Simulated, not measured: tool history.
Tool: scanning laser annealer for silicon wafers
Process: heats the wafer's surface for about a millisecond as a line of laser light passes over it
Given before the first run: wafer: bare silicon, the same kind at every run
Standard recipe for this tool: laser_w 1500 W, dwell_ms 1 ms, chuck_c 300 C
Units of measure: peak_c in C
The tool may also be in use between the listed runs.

run	day	laser_w	dwell_ms	chuck_c	peak_c
1	0	1500	1	300	1096
2	0.517	1500	1	300	1096
3	0.888	1425	1	300	1058
# day 1.067: window over the wafer cleaned
4	1.425	1425	1	301	1064
5	1.912	1531	1	300	1114
6	2.533	1531	1	300	1115
7	3.112	1522	1	300	1109
8	3.5	1522	1	300	1110
9	4.333	1337	0.74	296	922
10	4.738	1300	0.71	269	870
11	5.392	1599	1	300	1150
12	6.183	1599	0.82	294	1076
13	6.717	1347	0.94	315	1019
14	7.571	1405	1.04	324	1087
15	8.396	1405	1.04	324	1082
16	8.788	1405	1.04	324	1089

Predict each of these 5 candidate next runs independently; none follows another, all start after run 16:
A	9.171	1405	1.04	302	?
B	9.171	1552	0.84	324	?
C	9.171	1465	1	312	?
D	9.171	1277	1.04	289	?
E	9.171	1424	1.04	309	?

run	peak_c
A	1062
B	1085
C	1092
D	987
E	1081
Without the tool's hidden state the same runs would have given:
run	peak_c
A	1063
B	1086
C	1093
D	987
E	1082
